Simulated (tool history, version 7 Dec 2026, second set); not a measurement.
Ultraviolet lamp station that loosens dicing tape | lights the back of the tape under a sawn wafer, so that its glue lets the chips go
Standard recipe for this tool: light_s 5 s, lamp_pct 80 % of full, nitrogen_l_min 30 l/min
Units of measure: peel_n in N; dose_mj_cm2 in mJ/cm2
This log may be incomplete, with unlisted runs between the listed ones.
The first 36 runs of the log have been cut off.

Run 37, hour 641: usual settings but light_s 7 s, lamp_pct 77 % of full, nitrogen_l_min 38 l/min. Result: peel_n 0.094 N, dose_mj_cm2 289 mJ/cm2.
Run 38, hour 664: usual settings but light_s 4 s, lamp_pct 65 % of full, nitrogen_l_min 10 l/min. Result: peel_n 1.926 N, dose_mj_cm2 141 mJ/cm2.
At hour 677.3: window cleaned of glue's vapour.
Run 39, hour 683.9: usual settings but lamp_pct 74 % of full, nitrogen_l_min 22 l/min. Result: peel_n 0.461 N, dose_mj_cm2 194 mJ/cm2.
Run 40, hour 705.2: usual settings but lamp_pct 77 % of full. Result: peel_n 0.279 N, dose_mj_cm2 205 mJ/cm2.
Run 41, hour 728.2: usual settings but lamp_pct 65 % of full. Result: peel_n 0.49 N, dose_mj_cm2 173 mJ/cm2.
Run 42, hour 754.3: usual settings but lamp_pct 65 % of full. Result: peel_n 0.481 N, dose_mj_cm2 171 mJ/cm2.
Run 43, hour 774.5: usual settings but lamp_pct 65 % of full. Result: peel_n 0.487 N, dose_mj_cm2 175 mJ/cm2.
Run 44, hour 796.3: usual settings but lamp_pct 65 % of full. Result: peel_n 0.502 N, dose_mj_cm2 176 mJ/cm2.

Alternative continuations, all from the tool just after run 44; predict every row:
Run A, hour 819: usual settings but lamp_pct 71 % of full. Result: peel_n ?, dose_mj_cm2 ?.
Run B, hour 819: usual settings but lamp_pct 84 % of full, nitrogen_l_min 40 l/min. Result: peel_n ?, dose_mj_cm2 ?.
Run C, hour 819: usual settings but lamp_pct 64 % of full, nitrogen_l_min 17 l/min. Result: peel_n ?, dose_mj_cm2 ?.

run  peel_n  dose_mj_cm2
  A   0.384          189
  B   0.174          225
  C   0.851          179
Stripped of hidden state, with their random variation kept, the same runs would have yielded:
run  peel_n  dose_mj_cm2
  A   0.382          189
  B   0.173          225
  C   0.847          179
